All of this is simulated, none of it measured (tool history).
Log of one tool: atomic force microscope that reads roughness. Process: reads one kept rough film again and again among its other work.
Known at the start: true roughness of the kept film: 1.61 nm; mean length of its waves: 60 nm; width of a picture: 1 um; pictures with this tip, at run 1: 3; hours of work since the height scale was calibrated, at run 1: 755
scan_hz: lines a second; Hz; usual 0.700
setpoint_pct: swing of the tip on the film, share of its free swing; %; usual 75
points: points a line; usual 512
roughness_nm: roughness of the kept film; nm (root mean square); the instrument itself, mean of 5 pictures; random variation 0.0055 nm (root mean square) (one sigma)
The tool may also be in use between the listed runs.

| run | hour | scan_hz | setpoint_pct | points | pictures with this tip | hours of work since the height scale was calibrated | roughness_nm |
|---|---|---|---|---|---|---|---|
| 1 | 0.0 | 0.700 | 75 | 512 | 3 | 755 | 1.548 |
| 2 | 26.9 | 0.700 | 75 | 383 | 28 | 770 | 1.536 |
| 3 | 73.8 | 0.700 | 75 | 383 | 72 | 797 | 1.510 |
|  | 89.8 | new tip fitted |
| 4 | 103.4 | 0.700 | 75 | 383 | 13 | 813 | 1.542 |
| 5 | 136.3 | 0.700 | 59 | 512 | 43 | 831 | 1.564 |
| 6 | 167.9 | 0.700 | 59 | 512 | 73 | 849 | 1.551 |
|  | 180.6 | new tip fitted |
| 7 | 199.2 | 0.700 | 59 | 512 | 17 | 866 | 1.578 |
| 8 | 226.2 | 0.700 | 75 | 512 | 42 | 881 | 1.530 |
| 9 | 264.4 | 2.486 | 75 | 512 | 78 | 902 | 1.383 |
|  | 273.7 | new tip fitted |
| 10 | 302.0 | 0.531 | 75 | 512 | 26 | 923 | 1.556 |
| 11 | 331.8 | 0.531 | 75 | 512 | 54 | 940 | 1.526 |
| 12 | 353.5 | 0.700 | 75 | 512 | 74 | 952 | 1.506 |
|  | 367.2 | new tip fitted |
| 13 | 401.3 | 0.700 | 75 | 512 | 32 | 978 | 1.531 |
| 14 | 436.6 | 0.700 | 75 | 512 | 65 | 998 | 1.519 |
|  | 459.7 | new tip fitted |
| 15 | 466.1 | 0.700 | 75 | 512 | 6 | 1014 | 1.550 |
| 16 | 496.6 | 0.700 | 75 | 512 | 34 | 1031 | 1.541 |
| 17 | 525.5 | 0.700 | 75 | 512 | 61 | 1047 | 1.520 |
| 18 | 545.6 | 0.700 | 75 | 512 | 79 | 1058 | 1.520 |
|  | 552.7 | new tip fitted |
| 19 | 577.0 | 0.700 | 75 | 512 | 22 | 1076 | 1.551 |
| 20 | 621.9 | 0.700 | 75 | 512 | 64 | 1101 | 1.513 |
|  | 644.3 | new tip fitted |
| 21 | 648.0 | 0.700 | 75 | 512 | 4 | 1115 | 1.551 |
| 22 | 693.9 | 0.700 | 75 | 512 | 46 | 1141 | 1.526 |
| 23 | 724.5 | 0.700 | 75 | 512 | 75 | 1158 | 1.509 |
|  | 737.4 | new tip fitted |
| 24 | 771.7 | 0.700 | 75 | 512 | 32 | 1184 | 1.541 |
| 25 | 813.9 | 0.700 | 75 | 830 | 71 | 1207 | 1.516 |
|  | 828.4 | new tip fitted |
| 26 | 854.6 | 0.700 | 75 | 830 | 25 | 1230 | 1.539 |
| 27 | 886.7 | 0.700 | 61 | 512 | 54 | 1248 | 1.557 |
|  | 920.4 | new tip fitted |
| 28 | 933.6 | 3.212 | 83 | 327 | 12 | 1274 | 1.288 |
| 29 | 981.2 | 0.700 | 58 | 992 | 57 | 1300 | 1.564 |
|  | 1013.3 | new tip fitted |
| 30 | 1019.1 | 2.392 | 70 | 581 | 5 | 1321 | 1.480 |
| 31 | 1060.7 | 2.392 | 70 | 581 | 44 | 1344 | 1.455 |
|  | 1104.2 | new tip fitted |
| 32 | 1104.4 | 2.392 | 70 | 581 | 0 | 1368 | 1.470 |
| 33 | 1148.7 | 2.392 | 70 | 581 | 41 | 1393 | 1.455 |
| 34 | 1168.2 | 0.700 | 66 | 352 | 59 | 1404 | 1.545 |
|  | 1195.4 | new tip fitted |
| 35 | 1204.2 | 2.064 | 81 | 434 | 8 | 1424 | 1.408 |
| 36 | 1251.8 | 1.245 | 75 | 288 | 53 | 1450 | 1.489 |
| 37 | 1271.6 | 1.245 | 85 | 288 | 71 | 1461 | 1.423 |
|  | 1286.4 | new tip fitted |
| 38 | 1306.9 | 1.245 | 85 | 288 | 19 | 1481 | 1.455 |
| 39 | 1327.0 | 1.245 | 85 | 288 | 38 | 1492 | 1.452 |
| 40 | 1355.4 | 1.245 | 85 | 288 | 64 | 1508 | 1.425 |
|  | 1378.2 | new tip fitted |
| 41 | 1387.3 | 1.245 | 85 | 288 | 8 | 1525 | 1.455 |
| 42 | 1425.6 | 0.700 | 73 | 512 | 44 | 1547 | 1.543 |
|  | 1471.1 | new tip fitted |
| 43 | 1472.6 | 3.659 | 79 | 512 | 1 | 1573 | 1.304 |
| 44 | 1511.3 | 0.700 | 75 | 793 | 37 | 1594 | 1.548 |
| 45 | 1559.2 | 1.301 | 89 | 355 | 82 | 1621 | 1.390 |
|  | 1564.0 | new tip fitted |
| 46 | 1599.7 | 3.013 | 64 | 287 | 34 | 1643 | 1.483 |
| 47 | 1646.1 | 3.013 | 64 | 287 | 77 | 1669 | 1.456 |
|  | 1657.4 | new tip fitted |
| 48 | 1671.9 | 3.013 | 64 | 287 | 13 | 1683 | 1.494 |
| 49 | 1698.9 | 3.013 | 64 | 287 | 38 | 1698 | 1.480 |
| 50 | 1723.5 | 3.013 | 64 | 287 | 61 | 1712 | 1.469 |
|  | 1750.1 | new tip fitted |
| 51 | 1763.9 | 0.700 | 83 | 280 | 13 | 1734 | 1.532 |
| 52 | 1804.4 | 1.646 | 75 | 512 | 51 | 1757 | 1.477 |

Forecast each of these 4 alternatives for the next run:
|  | 1842.7 | new tip fitted |
| A | 1849.8 | 0.700 | 74 | 347 | 7 | 1782 | ? |
|  | 1842.7 | new tip fitted |
| B | 1849.8 | 2.595 | 66 | 372 | 7 | 1782 | ? |
|  | 1842.7 | new tip fitted |
| C | 1849.8 | 1.512 | 58 | 477 | 7 | 1782 | ? |
|  | 1842.7 | new tip fitted |
| D | 1849.8 | 3.727 | 81 | 257 | 7 | 1782 | ? |

| run | roughness_nm |
|---|---|
| A | 1.566 |
| B | 1.500 |
| C | 1.578 |
| D | 1.279 |
Without the tool's hidden state the same runs would have given:
| run | roughness_nm |
|---|---|
| A | 1.530 |
| B | 1.465 |
| C | 1.541 |
| D | 1.249 |
